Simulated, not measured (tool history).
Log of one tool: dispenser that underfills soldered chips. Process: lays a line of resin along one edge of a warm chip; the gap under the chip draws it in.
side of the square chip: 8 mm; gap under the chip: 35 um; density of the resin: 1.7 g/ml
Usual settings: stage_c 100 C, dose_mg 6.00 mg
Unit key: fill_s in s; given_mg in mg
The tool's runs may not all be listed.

run  hour  stage_c  dose_mg  fill_s  given_mg
  1   0.0      100     6.00   128.8     5.930
      2.4  -- new syringe of resin
  2   3.9      100     6.00    88.5     5.921
  3   6.2      100     6.00   104.0     5.912
  4   8.6      100     6.00   116.3     5.919
  5  11.2      100     6.00   134.2     5.916
     13.1  -- new syringe of resin
  6  15.2      100     6.00    91.5     5.918
  7  17.6      100     6.00   105.8     5.910
  8  22.0      100     6.00   132.5     5.900
     23.7  -- new syringe of resin
  9  26.8      106     7.11    72.8     6.973
     29.4  -- dispensing valve cleaned and set on the balance
 10  29.9       86     5.77   202.8     5.780
 11  33.1      110     6.93    83.2     6.936
     35.4  -- new syringe of resin
 12  37.6      111     5.53    60.1     5.516
 13  41.2       99     6.53   115.0     6.520
 14  44.5       99     6.53   136.3     6.512
     46.0  -- new syringe of resin
 15  48.1       89     6.57   146.5     6.545

Predict each of these 5 candidate next runs independently; none follows another, all start after run 15:
  A  51.3       86     6.23       ?         ?
  B  51.3      111     6.00       ?         ?
  C  51.3       97     5.90       ?         ?
  D  51.3      101     6.06       ?         ?
  E  51.3      104     5.23       ?         ?

run  fill_s  given_mg
  A   201.3     6.219
  B    70.1     5.978
  C   126.0     5.879
  D   103.0     6.033
  E    94.8     5.201
What these runs would have given with no unlogged condition in the tool:
run  fill_s  given_mg
  A   156.3     6.243
  B    54.3     6.001
  C    97.7     5.902
  D    79.7     6.057
  E    73.4     5.222
